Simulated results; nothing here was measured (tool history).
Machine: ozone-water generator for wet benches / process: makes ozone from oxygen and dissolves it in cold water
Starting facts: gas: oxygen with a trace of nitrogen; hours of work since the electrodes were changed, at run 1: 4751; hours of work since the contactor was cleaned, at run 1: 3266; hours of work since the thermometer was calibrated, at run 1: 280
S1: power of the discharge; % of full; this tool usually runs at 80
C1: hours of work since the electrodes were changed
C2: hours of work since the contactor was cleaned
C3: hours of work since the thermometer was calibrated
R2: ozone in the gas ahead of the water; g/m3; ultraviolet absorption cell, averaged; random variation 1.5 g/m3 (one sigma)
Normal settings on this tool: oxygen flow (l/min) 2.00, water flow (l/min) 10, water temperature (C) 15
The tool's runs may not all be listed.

run 1 hour=0.0 | S1=80 oxygen_flow_(l/min)=2.00 water_flow_(l/min)=10 water_temperature_(C)=15 | C1=4751 C2=3266 C3=280 | dissolved_ozone_(ppm)=24.0 R2=273.9
run 2 hour=104.0 | S1=80 oxygen_flow_(l/min)=2.00 water_flow_(l/min)=10 water_temperature_(C)=15 | C1=4829 C2=3344 C3=357 | dissolved_ozone_(ppm)=24.2 R2=273.0
run 3 hour=218.0 | S1=80 oxygen_flow_(l/min)=1.80 water_flow_(l/min)=10 water_temperature_(C)=15 | C1=4915 C2=3429 C3=443 | dissolved_ozone_(ppm)=24.0 R2=297.1
run 4 hour=326.8 | S1=80 oxygen_flow_(l/min)=1.80 water_flow_(l/min)=9 water_temperature_(C)=15 | C1=4996 C2=3511 C3=524 | dissolved_ozone_(ppm)=27.0 R2=296.2
run 5 hour=474.5 | S1=80 oxygen_flow_(l/min)=1.80 water_flow_(l/min)=9 water_temperature_(C)=15 | C1=5107 C2=3621 C3=635 | dissolved_ozone_(ppm)=26.8 R2=296.3
run 6 hour=600.4 | S1=80 oxygen_flow_(l/min)=1.80 water_flow_(l/min)=9 water_temperature_(C)=15 | C1=5201 C2=3715 C3=729 | dissolved_ozone_(ppm)=26.4 R2=294.6
run 7 hour=697.4 | S1=80 oxygen_flow_(l/min)=1.80 water_flow_(l/min)=9 water_temperature_(C)=15 | C1=5273 C2=3788 C3=802 | dissolved_ozone_(ppm)=26.8 R2=297.0
-- hour=735.5 contactor cleaned
run 8 hour=832.8 | S1=80 oxygen_flow_(l/min)=1.80 water_flow_(l/min)=9 water_temperature_(C)=15 | C1=5372 C2=73 C3=900 | dissolved_ozone_(ppm)=26.7 R2=297.0
run 9 hour=944.9 | S1=80 oxygen_flow_(l/min)=1.80 water_flow_(l/min)=9 water_temperature_(C)=15 | C1=5456 C2=157 C3=984 | dissolved_ozone_(ppm)=26.9 R2=298.7
run 10 hour=1079.6 | S1=80 oxygen_flow_(l/min)=1.80 water_flow_(l/min)=9 water_temperature_(C)=15 | C1=5557 C2=258 C3=1085 | dissolved_ozone_(ppm)=26.6 R2=296.3
run 11 hour=1174.2 | S1=80 oxygen_flow_(l/min)=2.00 water_flow_(l/min)=6 water_temperature_(C)=15 | C1=5627 C2=328 C3=1156 | dissolved_ozone_(ppm)=38.5 R2=275.2
run 12 hour=1302.3 | S1=50 oxygen_flow_(l/min)=2.00 water_flow_(l/min)=6 water_temperature_(C)=15 | C1=5723 C2=424 C3=1252 | dissolved_ozone_(ppm)=25.5 R2=184.4
run 13 hour=1404.0 | S1=80 oxygen_flow_(l/min)=2.00 water_flow_(l/min)=10 water_temperature_(C)=15 | C1=5799 C2=500 C3=1328 | dissolved_ozone_(ppm)=23.8 R2=278.1
run 14 hour=1536.0 | S1=80 oxygen_flow_(l/min)=2.00 water_flow_(l/min)=10 water_temperature_(C)=15 | C1=5898 C2=599 C3=1426 | dissolved_ozone_(ppm)=23.9 R2=279.2
run 15 hour=1691.2 | S1=68 oxygen_flow_(l/min)=1.02 water_flow_(l/min)=13 water_temperature_(C)=14 | C1=6014 C2=715 C3=1543 | dissolved_ozone_(ppm)=14.4 R2=375.5
run 16 hour=1801.5 | S1=54 oxygen_flow_(l/min)=1.99 water_flow_(l/min)=10 water_temperature_(C)=16 | C1=6097 C2=798 C3=1625 | dissolved_ozone_(ppm)=17.1 R2=198.0
run 17 hour=1902.1 | S1=54 oxygen_flow_(l/min)=1.99 water_flow_(l/min)=10 water_temperature_(C)=16 | C1=6172 C2=873 C3=1700 | dissolved_ozone_(ppm)=16.7 R2=198.7
run 18 hour=1999.3 | S1=46 oxygen_flow_(l/min)=2.00 water_flow_(l/min)=8 water_temperature_(C)=8 | C1=6245 C2=946 C3=1773 | dissolved_ozone_(ppm)=19.9 R2=171.8
run 19 hour=2117.5 | S1=79 oxygen_flow_(l/min)=1.58 water_flow_(l/min)=10 water_temperature_(C)=13 | C1=6334 C2=1035 C3=1862 | dissolved_ozone_(ppm)=24.0 R2=322.8
run 20 hour=2257.2 | S1=79 oxygen_flow_(l/min)=1.58 water_flow_(l/min)=10 water_temperature_(C)=13 | C1=6438 C2=1139 C3=1966 | dissolved_ozone_(ppm)=24.3 R2=321.3
run 21 hour=2331.0 | S1=79 oxygen_flow_(l/min)=1.58 water_flow_(l/min)=10 water_temperature_(C)=13 | C1=6493 C2=1194 C3=2022 | dissolved_ozone_(ppm)=23.8 R2=325.2
run 22 hour=2423.7 | S1=52 oxygen_flow_(l/min)=2.00 water_flow_(l/min)=10 water_temperature_(C)=15 | C1=6563 C2=1264 C3=2091 | dissolved_ozone_(ppm)=16.5 R2=192.6
run 23 hour=2584.6 | S1=52 oxygen_flow_(l/min)=2.00 water_flow_(l/min)=10 water_temperature_(C)=15 | C1=6683 C2=1384 C3=2211 | dissolved_ozone_(ppm)=16.6 R2=190.2
run 24 hour=2719.1 | S1=80 oxygen_flow_(l/min)=1.83 water_flow_(l/min)=14 water_temperature_(C)=16 | C1=6784 C2=1485 C3=2312 | dissolved_ozone_(ppm)=16.2 R2=297.7
run 25 hour=2793.4 | S1=80 oxygen_flow_(l/min)=1.83 water_flow_(l/min)=14 water_temperature_(C)=16 | C1=6839 C2=1541 C3=2368 | dissolved_ozone_(ppm)=16.1 R2=297.8
run 26 hour=2890.4 | S1=60 oxygen_flow_(l/min)=1.83 water_flow_(l/min)=14 water_temperature_(C)=16 | C1=6912 C2=1613 C3=2440 | dissolved_ozone_(ppm)=12.5 R2=231.8
run 27 hour=3042.6 | S1=60 oxygen_flow_(l/min)=1.83 water_flow_(l/min)=14 water_temperature_(C)=16 | C1=7026 C2=1727 C3=2554 | dissolved_ozone_(ppm)=12.4 R2=232.6

What if the next run were any one of these 3? Each begins from the tool's condition after run 27:
run A hour=3112.0 | S1=68 oxygen_flow_(l/min)=2.00 water_flow_(l/min)=10 water_temperature_(C)=15 | C1=7078 C2=1779 C3=2606 | dissolved_ozone_(ppm)=? R2=?
run B hour=3112.0 | S1=60 oxygen_flow_(l/min)=2.05 water_flow_(l/min)=14 water_temperature_(C)=8 | C1=7078 C2=1779 C3=2606 | dissolved_ozone_(ppm)=? R2=?
run C hour=3112.0 | S1=60 oxygen_flow_(l/min)=2.20 water_flow_(l/min)=14 water_temperature_(C)=20 | C1=7078 C2=1779 C3=2606 | dissolved_ozone_(ppm)=? R2=?

run=A dissolved_ozone_(ppm)=20.7 R2=243.7
run=B dissolved_ozone_(ppm)=13.6 R2=214.4
run=C dissolved_ozone_(ppm)=11.9 R2=204.0
The same runs, with their run-to-run variation unchanged, on a tool lacking any hidden condition would have given:
run=A dissolved_ozone_(ppm)=20.8 R2=238.2
run=B dissolved_ozone_(ppm)=13.6 R2=209.5
run=C dissolved_ozone_(ppm)=11.9 R2=199.4

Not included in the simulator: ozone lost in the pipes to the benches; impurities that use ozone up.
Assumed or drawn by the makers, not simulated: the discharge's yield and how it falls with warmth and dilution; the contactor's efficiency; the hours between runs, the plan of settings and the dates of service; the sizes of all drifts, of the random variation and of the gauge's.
